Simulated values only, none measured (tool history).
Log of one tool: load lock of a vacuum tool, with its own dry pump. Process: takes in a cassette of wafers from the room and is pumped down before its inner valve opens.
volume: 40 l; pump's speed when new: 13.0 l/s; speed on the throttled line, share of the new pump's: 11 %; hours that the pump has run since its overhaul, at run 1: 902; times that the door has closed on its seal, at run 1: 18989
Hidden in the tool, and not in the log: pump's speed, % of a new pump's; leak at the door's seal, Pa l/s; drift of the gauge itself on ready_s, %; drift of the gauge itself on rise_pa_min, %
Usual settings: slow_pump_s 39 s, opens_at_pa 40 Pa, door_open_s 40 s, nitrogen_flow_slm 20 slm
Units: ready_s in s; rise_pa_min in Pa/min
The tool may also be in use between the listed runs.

run	hour	slow_pump_s	opens_at_pa	door_open_s	nitrogen_flow_slm	hours that the pump has run since its overhaul	times that the door has closed on its seal	incoming humidity of the room's air, %	ready_s	rise_pa_min
1	0	39	40	40	20	902	18989	46.8	59.3	0.122
2	38.2	39	41	40	20	940	19159	44.8	59.6	0.124
3	122.5	39	41	40	20	1024	19535	46.1	58.7	0.124
4	204.4	39	41	40	20	1106	19900	43.4	59.3	0.124
5	284.2	39	41	40	20	1186	20257	45.2	59.4	0.133
6	367.9	39	41	40	20	1270	20630	43.3	59.3	0.132
7	449.8	39	41	40	20	1352	20995	48.2	59.4	0.135
8	491.6	21	41	40	20	1393	21181	41.9	43.4	0.129
9	549.6	39	40	25	20	1451	21440	45.8	59.6	0.131
10	634.2	39	40	25	20	1536	21818	46.3	59.4	0.128
11	686.8	39	40	40	20	1589	22052	41.7	59.6	0.133
12	730.7	39	40	97	20	1632	22248	45.7	59.4	0.171
13	798.9	39	40	40	20	1701	22552	41.6	58.9	0.142
14	891.8	39	40	40	20	1794	22966	42.4	59.7	0.146
15	949.2	39	40	40	20	1851	23222	49.5	59.2	0.149
16	1019.4	39	40	40	20	1921	23536	44	59.3	0.153
17	1103	39	40	40	20	2005	23909	44	59.7	0.155
18	1195.8	39	40	40	20	2097	24322	45.1	60	0.157
19	1266.2	38	40	40	11	2168	24636	48.2	58.7	0.165
20	1334.5	28	33	70	8	2236	24941	43.8	50.7	0.202
21	1390.3	28	33	70	8	2292	25190	46.8	50.8	0.202
22	1437.7	28	33	70	8	2339	25401	45.9	49.9	0.194
23	1494.5	21	41	69	8	2396	25655	45.3	43.8	0.206
24	1568.5	63	50	27	10	2470	25985	48.1	80.7	0.175
25	1655	63	41	27	23	2557	26370	45.8	80.7	0.168
26	1699.3	63	41	27	23	2601	26568	46.9	81.1	0.165
27	1741.2	63	41	27	16	2643	26755	47.9	81.1	0.166
28	1787.2	63	41	27	16	2689	26960	48.1	80.8	0.169
29	1864.1	63	41	38	15	2766	27303	39.6	80.9	0.181
30	1948.2	63	41	38	15	2850	27678	47.1	81.1	0.186
31	1988	39	53	220	30	2890	27856	43.4	59.1	0.239
32	2061.5	41	53	220	30	2963	28183	46.7	60.9	0.244
33	2100.1	77	37	40	20	3002	28356	44.6	93.4	0.186
34	2187.2	34	67	74	20	3089	28744	47.8	54.2	0.202
35	2234.6	50	30	40	25	3136	28956	45.3	70.5	0.187
36	2280.4	72	30	40	25	3182	29160	43.5	90.1	0.182

4 ways to go on from here, each from the tool as it stands after run 36. What would each give?
A	2346.7	39	40	31	20	3248	29456	46.1	?	?
B	2346.7	37	30	40	17	3248	29456	49	?	?
C	2346.7	39	33	32	29	3248	29456	45.3	?	?
D	2346.7	47	76	40	38	3248	29456	43	?	?

run	ready_s	rise_pa_min
A	60.7	0.186
B	59.5	0.203
C	60.9	0.185
D	65.3	0.186
Without the tool's hidden state the same runs would have given:
run	ready_s	rise_pa_min
A	59.6	0.029
B	58.3	0.042
C	59.7	0.025
D	64.3	0.028

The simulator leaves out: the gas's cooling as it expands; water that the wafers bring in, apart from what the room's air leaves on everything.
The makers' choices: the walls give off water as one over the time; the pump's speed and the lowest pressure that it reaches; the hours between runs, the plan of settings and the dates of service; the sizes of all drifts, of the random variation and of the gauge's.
